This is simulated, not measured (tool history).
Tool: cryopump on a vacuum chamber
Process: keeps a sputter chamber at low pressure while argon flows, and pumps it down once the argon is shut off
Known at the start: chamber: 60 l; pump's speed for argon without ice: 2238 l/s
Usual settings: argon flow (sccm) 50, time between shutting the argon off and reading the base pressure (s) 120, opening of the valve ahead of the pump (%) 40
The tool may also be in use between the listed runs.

run,day,argon flow (sccm),time between shutting the argon off and reading the base pressure (s),opening of the valve ahead of the pump (%),pressure while argon flows (Pa),pressure after the wait (uPa)
1,0.000,50,120,40,0.0956,1.79
2,0.479,50,120,40,0.0954,1.83
3,1.138,37,120,40,0.0701,1.84
4,1.750,37,120,40,0.0709,1.80
5,2.254,37,120,40,0.0705,1.79
6,2.758,37,120,40,0.0715,1.81
7,3.258,37,120,40,0.0710,1.83
8,3.650,36,120,40,0.0695,1.82
9,4.212,36,120,40,0.0692,1.82
10,4.800,36,120,40,0.0686,1.83
11,5.200,83,120,40,0.1593,1.84
12,5.812,83,120,40,0.1589,1.86
13,6.192,83,120,40,0.1598,1.79
14,6.621,46,120,40,0.0886,1.87
15,7.158,50,120,40,0.0960,1.83
16,7.733,50,120,40,0.0959,1.86
17,8.400,50,120,16,0.2373,1.86
18,8.871,50,120,16,0.2377,1.84
19,9.242,50,116,35,0.1094,1.95

Run 20 comes next. What will it give?
20,9.771,50,116,35,?,?

{"run 20": {"pressure while argon flows (Pa)": 0.1091, "pressure after the wait (uPa)": 1.84}}
Without the tool's hidden state the same run would have given pressure while argon flows (Pa) 0.1072, pressure after the wait (uPa) 0.64.
